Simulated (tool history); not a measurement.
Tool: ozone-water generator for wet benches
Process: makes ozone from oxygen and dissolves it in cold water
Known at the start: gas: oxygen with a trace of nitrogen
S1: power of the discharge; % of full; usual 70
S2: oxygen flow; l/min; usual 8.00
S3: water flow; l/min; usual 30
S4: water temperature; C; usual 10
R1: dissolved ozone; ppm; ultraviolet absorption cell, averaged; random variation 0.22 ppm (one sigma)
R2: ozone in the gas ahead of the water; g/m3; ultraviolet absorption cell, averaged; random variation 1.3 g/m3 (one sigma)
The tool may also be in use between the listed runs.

run	hour	S1	S2	S3	S4	R1	R2
1	0.0	70	8.00	30	10	32.7	238.0
2	51.3	70	8.00	30	10	33.0	240.2
3	99.7	70	8.00	30	10	32.8	236.5
4	139.3	49	8.00	30	10	23.6	172.2
5	178.5	49	8.00	30	10	23.7	172.8
6	210.5	70	8.00	30	10	32.6	238.8
7	280.2	70	8.00	30	10	32.8	235.5
8	313.7	70	8.00	30	10	32.6	240.3
9	358.0	70	8.00	30	10	32.7	239.1
10	392.8	70	4.08	30	10	28.3	331.6
11	458.4	70	4.85	30	10	30.1	309.3
12	492.2	70	4.85	30	10	29.8	304.5
13	560.2	70	4.85	30	10	30.0	310.5
14	597.6	70	8.00	30	6	34.2	241.9
15	636.9	70	8.00	30	6	33.8	240.9
16	685.9	70	8.00	30	6	34.7	239.4
17	750.0	70	8.00	30	7	34.3	241.7
18	789.9	70	6.51	30	17	29.5	265.7
19	830.0	70	6.51	30	17	29.0	266.5
20	880.3	70	8.00	30	5	34.8	240.4
21	952.0	74	14.08	47	11	24.5	193.7
22	1004.6	70	4.53	30	10	29.6	320.5
23	1037.6	70	4.53	30	10	29.4	319.5
24	1105.4	42	6.80	42	10	14.5	165.4
# hour 1120.5: gauge calibrated
25	1166.2	42	4.06	27	7	20.8	209.5
26	1216.1	42	4.06	27	7	21.0	206.6
27	1250.1	45	6.16	25	7	25.3	180.9
28	1312.5	65	5.30	45	17	17.9	272.8
29	1350.8	45	7.06	40	8	17.0	170.7
30	1406.3	45	7.06	40	8	16.6	170.2
31	1477.1	62	8.00	35	10	25.6	216.5
32	1539.7	70	5.88	30	10	31.2	279.1
33	1610.9	70	12.88	42	10	25.8	190.1

Some steps in R2 between neighbouring runs. How much of each would the tool show without its hidden state too (settings, what came in, random variation), and how much is left for the hidden state, with any gauge scatter that isn't in both results?
The hidden state here: yield of the discharge, % of new electrodes'; contactor's efficiency, % of a clean one's; true water temperature over the reading, C; drift of the gauge itself on ozone_ppm, %; drift of the gauge itself on gas_g_m3, %.
Run 21 -> 22: S1 74 -> 70, S2 14.08 -> 4.53, S3 47 -> 30, S4 11 -> 10. R2 +126.8 g/m3: hidden state +3.2, all else +123.6.
Run 23 -> 24: S1 70 -> 42, S2 4.53 -> 6.80, S3 30 -> 42. R2 -154.1 g/m3: hidden state -3.5, all else -150.6.
Run 24 -> 25: S2 6.80 -> 4.06, S3 42 -> 27, S4 10 -> 7, gauge calibrated. R2 +44.1 g/m3: hidden state -4.1, all else +48.2.
Run 28 -> 29: S1 65 -> 45, S2 5.30 -> 7.06, S3 45 -> 40, S4 17 -> 8. R2 -102.1 g/m3: hidden state -0.3, all else -101.8.
